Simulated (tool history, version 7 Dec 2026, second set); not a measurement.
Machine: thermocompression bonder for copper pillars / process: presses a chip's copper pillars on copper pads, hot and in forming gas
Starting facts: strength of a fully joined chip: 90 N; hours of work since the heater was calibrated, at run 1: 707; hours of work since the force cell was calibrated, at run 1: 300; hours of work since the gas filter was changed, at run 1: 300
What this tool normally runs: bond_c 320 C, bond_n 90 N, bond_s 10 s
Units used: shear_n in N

run     day  bond_c  bond_n  bond_s  hours of work since the heater was calibrated  hours of work since the force cell was calibrated  hours of work since the gas filter was changed  shear_n
  1   0.000     320      90      10                                            707                                                300                                             300     54.4
  2   1.392     320      90      10                                            723                                                317                                             317     54.7
      2.408  -- forming gas filter changed
  3   2.512     320      90      11                                            736                                                329                                               1     60.4
  4   3.525     320      95      11                                            748                                                341                                              13     61.3
  5   5.083     320      95      11                                            766                                                360                                              31     60.9
  6   6.562     320      95      11                                            783                                                377                                              49     58.7
  7   7.796     320      95      11                                            798                                                392                                              63     58.7
  8   8.921     320      90      10                                            811                                                405                                              77     55.9
  9   9.667     320      98      10                                            820                                                414                                              85     59.3
 10  11.208     320      90      10                                            838                                                432                                             103     55.8
 11  12.112     320      90      10                                            849                                                442                                             114     56.2
 12  12.938     320      90      10                                            858                                                452                                             124     55.5
 13  14.092     320      90      10                                            872                                                466                                             137     55.2
 14  15.125     320      90      10                                            884                                                478                                             149     54.3
 15  16.571     320      90      10                                            901                                                495                                             166     54.3
 16  18.112     320      90      10                                            919                                                513                                             185     54.0
 17  19.454     320      90      10                                            935                                                529                                             200     53.9
 18  20.371     332      90      10                                            946                                                539                                             211     57.8
 19  21.842     332      90      10                                            963                                                557                                             228     58.0
 20  22.962     332      90      10                                            976                                                570                                             242     58.6
 21  23.617     332     110      27                                            984                                                577                                             249     76.0
 22  24.862     332     129       7                                            998                                                592                                             264     64.7
 23  25.725     314      79       5                                           1009                                                602                                             274     36.8
 24  27.167     320      90      18                                           1025                                                619                                             291     62.6
 25  28.050     320      90      14                                           1036                                                630                                             301     59.0
 26  29.488     320     118      16                                           1053                                                646                                             318     69.2
     30.346  -- forming gas filter changed
 27  30.958     304     114       6                                           1070                                                663                                               7     49.1
 28  32.392     304     114       6                                           1087                                                680                                              24     48.2
 29  33.854     321      90      19                                           1104                                                697                                              41     66.5
 30  35.025     321      90      19                                           1118                                                711                                              55     65.9
 31  36.438     321      90      19                                           1134                                                728                                              72     64.9
 32  37.108     321      90      19                                           1142                                                736                                              79     64.9
 33  37.779     320     123      14                                           1150                                                744                                              87     69.3
 34  39.208     302      80       8                                           1167                                                760                                             104     38.7
 35  40.346     338      80      17                                           1180                                                774                                             117     65.2
 36  41.129     338      90      13                                           1189                                                783                                             127     63.3
 37  42.317     349      90       6                                           1203                                                797                                             141     54.0
 38  43.746     349      90       6                                           1220                                                814                                             157     55.4
 39  44.533     324      63      14                                           1229                                                823                                             167     47.6

Forecast each of these 4 alternatives for the next run:
  A  45.250     326      87      26                                           1238                                                831                                             175        ?
  B  45.250     324      58      10                                           1238                                                831                                             175        ?
  C  45.250     300     114       8                                           1238                                                831                                             175        ?
  D  45.250     337      89      10                                           1238                                                831                                             175        ?

run  shear_n
  A     68.0
  B     39.6
  C     49.9
  D     60.1
Had the tool no hidden state, the same runs would have come out as:
run  shear_n
  A     74.6
  B     46.1
  C     57.1
  D     67.2
